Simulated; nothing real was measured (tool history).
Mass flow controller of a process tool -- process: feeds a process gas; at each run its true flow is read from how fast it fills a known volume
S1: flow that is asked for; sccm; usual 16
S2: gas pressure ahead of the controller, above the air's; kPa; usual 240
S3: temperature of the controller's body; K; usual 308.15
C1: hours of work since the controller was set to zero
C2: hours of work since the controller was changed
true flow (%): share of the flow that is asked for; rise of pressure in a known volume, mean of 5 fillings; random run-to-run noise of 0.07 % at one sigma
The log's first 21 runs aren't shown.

run 22 day=55.804 | S1=16 S2=240 S3=308.15 | C1=1571 C2=1571 | true_flow_(%)=98.66
run 23 day=59.396 | S1=16 S2=240 S3=308.15 | C1=1629 C2=1629 | true_flow_(%)=98.52
run 24 day=62.158 | S1=16 S2=150 S3=308.15 | C1=1673 C2=1673 | true_flow_(%)=98.89
run 25 day=63.829 | S1=20 S2=157 S3=310.15 | C1=1700 C2=1700 | true_flow_(%)=98.8
run 26 day=65.638 | S1=20 S2=157 S3=310.15 | C1=1729 C2=1729 | true_flow_(%)=98.89
run 27 day=68.888 | S1=16 S2=240 S3=301.15 | C1=1781 C2=1781 | true_flow_(%)=99.31
run 28 day=71.667 | S1=16 S2=240 S3=301.15 | C1=1825 C2=1825 | true_flow_(%)=99.37
run 29 day=73.525 | S1=16 S2=240 S3=301.15 | C1=1855 C2=1855 | true_flow_(%)=99.24
run 30 day=75.179 | S1=8 S2=240 S3=293.15 | C1=1881 C2=1881 | true_flow_(%)=99.86
run 31 day=77.633 | S1=11 S2=157 S3=308.15 | C1=1920 C2=1920 | true_flow_(%)=98.72
run 32 day=81.4 | S1=3 S2=205 S3=294.15 | C1=1981 C2=1981 | true_flow_(%)=99.67
run 33 day=83.804 | S1=8 S2=205 S3=311.15 | C1=2019 C2=2019 | true_flow_(%)=98.12
run 34 day=85.4 | S1=15 S2=194 S3=297.15 | C1=2045 C2=2045 | true_flow_(%)=99.85
run 35 day=87.796 | S1=16 S2=240 S3=306.15 | C1=2083 C2=2083 | true_flow_(%)=98.72
run 36 day=90.6 | S1=8 S2=240 S3=308.15 | C1=2128 C2=2128 | true_flow_(%)=98.26
run 37 day=94.017 | S1=8 S2=200 S3=301.15 | C1=2182 C2=2182 | true_flow_(%)=99.17
run 38 day=96.083 | S1=16 S2=240 S3=300.15 | C1=2215 C2=2215 | true_flow_(%)=99.56
run 39 day=97.946 | S1=16 S2=240 S3=300.15 | C1=2245 C2=2245 | true_flow_(%)=99.5
run 40 day=100.858 | S1=16 S2=240 S3=300.15 | C1=2292 C2=2292 | true_flow_(%)=99.49
run 41 day=102.625 | S1=2 S2=240 S3=301.15 | C1=2320 C2=2320 | true_flow_(%)=98.62
run 42 day=105.55 | S1=2 S2=240 S3=301.15 | C1=2367 C2=2367 | true_flow_(%)=98.66
run 43 day=108.417 | S1=2 S2=240 S3=301.15 | C1=2413 C2=2413 | true_flow_(%)=98.64

Run 44, settings as shown, results not yet in. Your forecast:
run 44 day=110.288 | S1=2 S2=179 S3=301.15 | C1=2443 C2=2443 | true_flow_(%)=?

true flow (%): 98.8
Had the tool carried no hidden state, the very same run would have given true flow (%) 98.79.
